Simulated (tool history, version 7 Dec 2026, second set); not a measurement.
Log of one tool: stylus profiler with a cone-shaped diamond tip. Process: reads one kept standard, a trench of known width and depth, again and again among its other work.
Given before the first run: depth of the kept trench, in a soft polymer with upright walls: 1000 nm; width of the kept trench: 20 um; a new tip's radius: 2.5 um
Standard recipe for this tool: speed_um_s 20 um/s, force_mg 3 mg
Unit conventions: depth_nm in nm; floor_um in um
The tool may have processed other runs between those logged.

Run 1, hour 0: usual settings. Result: depth_nm 1016.07 nm, floor_um 15.9 um.
Run 2, hour 50.9: usual settings. Result: depth_nm 1016.33 nm, floor_um 15.91 um.
Run 3, hour 117.6: usual settings. Result: depth_nm 1016.31 nm, floor_um 15.92 um.
Run 4, hour 193: usual settings but force_mg 1.68 mg. Result: depth_nm 1011.03 nm, floor_um 15.89 um.
Run 5, hour 296.6: usual settings but force_mg 1.68 mg. Result: depth_nm 1010.98 nm, floor_um 15.84 um.
Run 6, hour 354: usual settings but speed_um_s 5 um/s. Result: depth_nm 1016.07 nm, floor_um 15.98 um.
Run 7, hour 415.7: usual settings but speed_um_s 5 um/s. Result: depth_nm 1016.55 nm, floor_um 15.95 um.
Run 8, hour 480.6: usual settings but speed_um_s 21 um/s, force_mg 5.42 mg. Result: depth_nm 1024.49 nm, floor_um 15.91 um.
Run 9, hour 535.8: usual settings but speed_um_s 21 um/s, force_mg 5.42 mg. Result: depth_nm 1024.15 nm, floor_um 15.9 um.
Run 10, hour 601: usual settings but speed_um_s 11 um/s, force_mg 3.18 mg. Result: depth_nm 1017 nm, floor_um 15.97 um.
Run 11, hour 697.4: usual settings but force_mg 5.51 mg. Result: depth_nm 1024.27 nm, floor_um 15.95 um.
Run 12, hour 767.2: usual settings but force_mg 5.51 mg. Result: depth_nm 1024.66 nm, floor_um 15.88 um.
Run 13, hour 876.1: usual settings but speed_um_s 24 um/s, force_mg 5.28 mg. Result: depth_nm 1023.5 nm, floor_um 15.91 um.

The log once held 1 entry between its listed runs, left out of this copy. Where does each go, and what is different about the tool's unlogged condition between the listed run before it and the listed run after it?
Between runs 2 and 3: new tip fitted, height scale calibrated (hour 105.7)
  radius of the tip, um: 2.52 -> 2.5
